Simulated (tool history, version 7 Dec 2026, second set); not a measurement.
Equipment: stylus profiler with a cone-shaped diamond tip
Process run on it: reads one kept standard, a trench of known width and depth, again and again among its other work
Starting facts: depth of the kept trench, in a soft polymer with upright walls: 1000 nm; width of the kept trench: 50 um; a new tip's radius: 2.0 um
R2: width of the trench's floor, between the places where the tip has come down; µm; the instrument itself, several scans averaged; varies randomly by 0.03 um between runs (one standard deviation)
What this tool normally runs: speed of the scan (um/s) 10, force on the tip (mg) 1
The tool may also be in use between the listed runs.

{"run": 1, "hour": 0.0, "speed of the scan (um/s)": 10, "force on the tip (mg)": 1, "depth of the trench (Å)": 10069, "R2": 43.71}
{"run": 2, "hour": 25.0, "speed of the scan (um/s)": 10, "force on the tip (mg)": 1, "depth of the trench (Å)": 10070.6, "R2": 43.67}
{"run": 3, "hour": 47.9, "speed of the scan (um/s)": 10, "force on the tip (mg)": 1, "depth of the trench (Å)": 10068.6, "R2": 43.64}
{"run": 4, "hour": 76.5, "speed of the scan (um/s)": 10, "force on the tip (mg)": 1, "depth of the trench (Å)": 10072, "R2": 43.62}
{"run": 5, "hour": 118.1, "speed of the scan (um/s)": 7, "force on the tip (mg)": 1, "depth of the trench (Å)": 10070.7, "R2": 43.58}
{"run": 6, "hour": 163.6, "speed of the scan (um/s)": 10, "force on the tip (mg)": 1, "depth of the trench (Å)": 10072.8, "R2": 43.53}
{"run": 7, "hour": 212.1, "speed of the scan (um/s)": 10, "force on the tip (mg)": 1, "depth of the trench (Å)": 10072.3, "R2": 43.52}
{"run": 8, "hour": 252.0, "speed of the scan (um/s)": 10, "force on the tip (mg)": 1, "depth of the trench (Å)": 10072.5, "R2": 43.45}
{"run": 9, "hour": 296.3, "speed of the scan (um/s)": 10, "force on the tip (mg)": 0.72, "depth of the trench (Å)": 10061.9, "R2": 43.36}
{"run": 10, "hour": 328.2, "speed of the scan (um/s)": 6, "force on the tip (mg)": 1, "depth of the trench (Å)": 10075.1, "R2": 43.33}
{"run": 11, "hour": 368.3, "speed of the scan (um/s)": 6, "force on the tip (mg)": 1, "depth of the trench (Å)": 10076.1, "R2": 43.29}
{"run": 12, "hour": 418.3, "speed of the scan (um/s)": 10, "force on the tip (mg)": 1, "depth of the trench (Å)": 10075.3, "R2": 43.26}
{"run": 13, "hour": 444.2, "speed of the scan (um/s)": 10, "force on the tip (mg)": 1.74, "depth of the trench (Å)": 10105.8, "R2": 43.23}
{"run": 14, "hour": 493.3, "speed of the scan (um/s)": 10, "force on the tip (mg)": 1.74, "depth of the trench (Å)": 10106, "R2": 43.23}
{"run": 15, "hour": 540.3, "speed of the scan (um/s)": 10, "force on the tip (mg)": 2, "depth of the trench (Å)": 10115.3, "R2": 43.17}
{"run": 16, "hour": 584.1, "speed of the scan (um/s)": 10, "force on the tip (mg)": 2, "depth of the trench (Å)": 10115.9, "R2": 43.16}
{"run": 17, "hour": 627.5, "speed of the scan (um/s)": 10, "force on the tip (mg)": 2, "depth of the trench (Å)": 10118.3, "R2": 43.09}
{"run": 18, "hour": 654.8, "speed of the scan (um/s)": 16, "force on the tip (mg)": 1, "depth of the trench (Å)": 10077.4, "R2": 43.01}
{"run": 19, "hour": 694.3, "speed of the scan (um/s)": 16, "force on the tip (mg)": 1, "depth of the trench (Å)": 10077.1, "R2": 43}
{"run": 20, "hour": 748.2, "speed of the scan (um/s)": 16, "force on the tip (mg)": 1, "depth of the trench (Å)": 10079.1, "R2": 42.89}
{"run": 21, "hour": 781.8, "speed of the scan (um/s)": 37, "force on the tip (mg)": 1.06, "depth of the trench (Å)": 10083.1, "R2": 42.73}
{"hour": 787.3, "done": "height scale calibrated on a step standard"}
{"run": 22, "hour": 822.4, "speed of the scan (um/s)": 37, "force on the tip (mg)": 1.06, "depth of the trench (Å)": 10084.8, "R2": 42.67}
{"hour": 851.1, "done": "new tip fitted, height scale calibrated"}
{"run": 23, "hour": 873.7, "speed of the scan (um/s)": 9, "force on the tip (mg)": 1.03, "depth of the trench (Å)": 10067, "R2": 46.37}
{"run": 24, "hour": 911.6, "speed of the scan (um/s)": 3, "force on the tip (mg)": 0.65, "depth of the trench (Å)": 10047.6, "R2": 46.28}
{"run": 25, "hour": 952.3, "speed of the scan (um/s)": 4, "force on the tip (mg)": 1.01, "depth of the trench (Å)": 10065.8, "R2": 46.23}
{"hour": 984.0, "done": "height scale calibrated on a step standard, once more"}
{"run": 26, "hour": 1006.2, "speed of the scan (um/s)": 10, "force on the tip (mg)": 0.63, "depth of the trench (Å)": 10047.5, "R2": 46.04}
{"run": 27, "hour": 1037.7, "speed of the scan (um/s)": 18, "force on the tip (mg)": 0.69, "depth of the trench (Å)": 10051.7, "R2": 45.93}
{"run": 28, "hour": 1069.7, "speed of the scan (um/s)": 10, "force on the tip (mg)": 0.94, "depth of the trench (Å)": 10064.3, "R2": 45.95}
{"run": 29, "hour": 1095.2, "speed of the scan (um/s)": 3, "force on the tip (mg)": 0.47, "depth of the trench (Å)": 10038.4, "R2": 45.96}
{"run": 30, "hour": 1128.8, "speed of the scan (um/s)": 30, "force on the tip (mg)": 0.57, "depth of the trench (Å)": 10046.7, "R2": 45.6}

For run 31, what comes out?
{"run": 31, "hour": 1165.3, "speed of the scan (um/s)": 30, "force on the tip (mg)": 0.57, "depth of the trench (Å)": "?", "R2": "?"}

{"run 31": {"depth of the trench (Å)": 10047.1, "R2": 45.6}}
Take away the tool's hidden state, keep the run-to-run variation as it was, and the same run would have given depth of the trench (Å) 10045.6, R2 46.23 µm.
